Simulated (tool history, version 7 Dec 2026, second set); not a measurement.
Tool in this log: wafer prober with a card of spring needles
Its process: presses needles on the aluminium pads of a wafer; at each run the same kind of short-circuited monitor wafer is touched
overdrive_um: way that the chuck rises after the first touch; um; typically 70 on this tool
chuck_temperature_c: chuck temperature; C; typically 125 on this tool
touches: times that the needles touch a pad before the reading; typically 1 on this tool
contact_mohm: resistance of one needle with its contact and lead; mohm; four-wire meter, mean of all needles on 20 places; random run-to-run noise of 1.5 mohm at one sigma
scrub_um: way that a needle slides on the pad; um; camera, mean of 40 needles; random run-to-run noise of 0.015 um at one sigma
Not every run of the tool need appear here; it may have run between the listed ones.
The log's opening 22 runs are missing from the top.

run     day  overdrive_um  chuck_temperature_c  touches  touches since the tips were cleaned  cleanings since the card got new needles  touches since the first contact's height was set  contact_mohm  scrub_um
     12.479  -- tips cleaned on abrasive film
 23  12.529            63                   38        3                                  394                                        37                                             40217           122      9.39
 24  13.167            56                   31        1                                 5425                                        37                                             45248           126      8.35
     13.392  -- tips cleaned on abrasive film
 25    13.7            56                   56        1                                 2441                                        38                                             49438           129      8.35
 26  14.221            84                   60        1                                 6558                                        38                                             53555           119     12.52
     14.283  -- tips cleaned on abrasive film
 27  14.742            65                   35        2                                 3659                                        39                                             57673           121      9.69
       15.2  -- tips cleaned on abrasive film
 28  15.296            66                   48        2                                  759                                        40                                             62000           122      9.83
 29  15.746            70                  125        3                                 4324                                        40                                             65565           134     10.44
     16.112  -- tips cleaned on abrasive film
 30  16.171            61                   41        3                                  471                                        41                                             68927           123       9.1
 31  16.562            70                  125        1                                 3564                                        41                                             72020           134     10.45
 32  16.883            59                   28        2                                 6091                                        41                                             74547           122      8.79
     17.029  -- tips cleaned on abrasive film
 33  17.521            83                   28        2                                 3894                                        42                                             79579           117     12.39
 34  17.829            70                   49        1                                 6329                                        42                                             82014           123     10.42
     17.938  -- tips cleaned on abrasive film
 35  18.542            87                   50        1                                 4786                                        43                                             87621           118     13.01

Consider 3 possible next runs. They are alternatives, not a sequence: every one starts from the tool as it was left by run 35. What does each give?
     18.842  -- tips cleaned on abrasive film
  A  19.292            52                   56        3                                 3554                                        44                                             93520             ?         ?
     18.842  -- tips cleaned on abrasive film
  B  19.292            63                  125        1                                 3554                                        44                                             93520             ?         ?
     18.842  -- tips cleaned on abrasive film
  C  19.292            55                   50        1                                 3554                                        44                                             93520             ?         ?

run  contact_mohm  scrub_um
  A           128      7.76
  B           134       9.4
  C           126      8.23
What these runs would have given with no unlogged condition in the tool:
run  contact_mohm  scrub_um
  A           127      7.76
  B           134       9.4
  C           125      8.23
